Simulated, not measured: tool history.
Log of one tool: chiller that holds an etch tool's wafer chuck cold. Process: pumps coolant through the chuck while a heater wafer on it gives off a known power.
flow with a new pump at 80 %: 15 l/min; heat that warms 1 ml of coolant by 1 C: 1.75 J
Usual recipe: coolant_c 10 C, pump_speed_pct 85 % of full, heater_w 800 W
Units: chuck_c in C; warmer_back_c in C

run	hour	coolant_c	pump_speed_pct	heater_w	chuck_c	warmer_back_c
1	0.0	10	85	800	15.2	1.76
2	32.6	10	78	800	15.3	1.88
3	63.2	10	85	800	15.1	1.79
4	83.5	10	85	800	15.1	1.76
# hour 107.0: chiller's thermometer calibrated
5	112.5	10	63	800	16.4	2.35
6	129.7	10	89	800	14.8	1.76
7	151.9	10	89	800	14.8	1.70
8	185.2	10	89	800	15.0	1.72
9	202.8	10	89	800	14.9	1.66
10	229.7	10	85	800	15.4	1.76
11	258.1	6	85	800	11.2	1.76
12	276.7	10	85	524	13.5	1.19
13	312.8	17	85	800	22.0	1.80
14	341.6	10	98	800	14.6	1.54
15	363.0	10	98	800	14.6	1.57
16	394.9	10	98	800	14.7	1.53
17	429.4	16	77	516	19.6	1.21
18	459.1	16	77	516	19.4	1.28
19	483.0	12	85	724	16.6	1.58
20	508.8	1	85	724	5.6	1.62
21	527.2	7	94	800	11.7	1.58
22	563.8	10	85	567	13.7	1.21
23	600.5	19	93	735	23.5	1.48
24	621.4	19	93	735	23.4	1.50
25	648.9	19	93	735	23.3	1.49
26	667.2	12	62	462	15.6	1.43
27	703.2	12	62	462	15.9	1.41
28	726.9	12	62	462	15.7	1.43
29	751.1	16	62	510	19.9	1.54
30	781.2	3	99	446	5.6	0.90
31	799.0	8	98	800	12.8	1.47

Here are 3 independent what-if runs from the current tool condition. What would each one return?
A	815.7	10	85	496	?	?
B	815.7	5	100	724	?	?
C	815.7	9	63	913	?	?

run	chuck_c	warmer_back_c
A	13.2	1.11
B	9.1	1.36
C	16.4	2.75
What these runs would have given with no unlogged condition in the tool:
run	chuck_c	warmer_back_c
A	13.0	1.08
B	8.8	1.31
C	15.8	2.66

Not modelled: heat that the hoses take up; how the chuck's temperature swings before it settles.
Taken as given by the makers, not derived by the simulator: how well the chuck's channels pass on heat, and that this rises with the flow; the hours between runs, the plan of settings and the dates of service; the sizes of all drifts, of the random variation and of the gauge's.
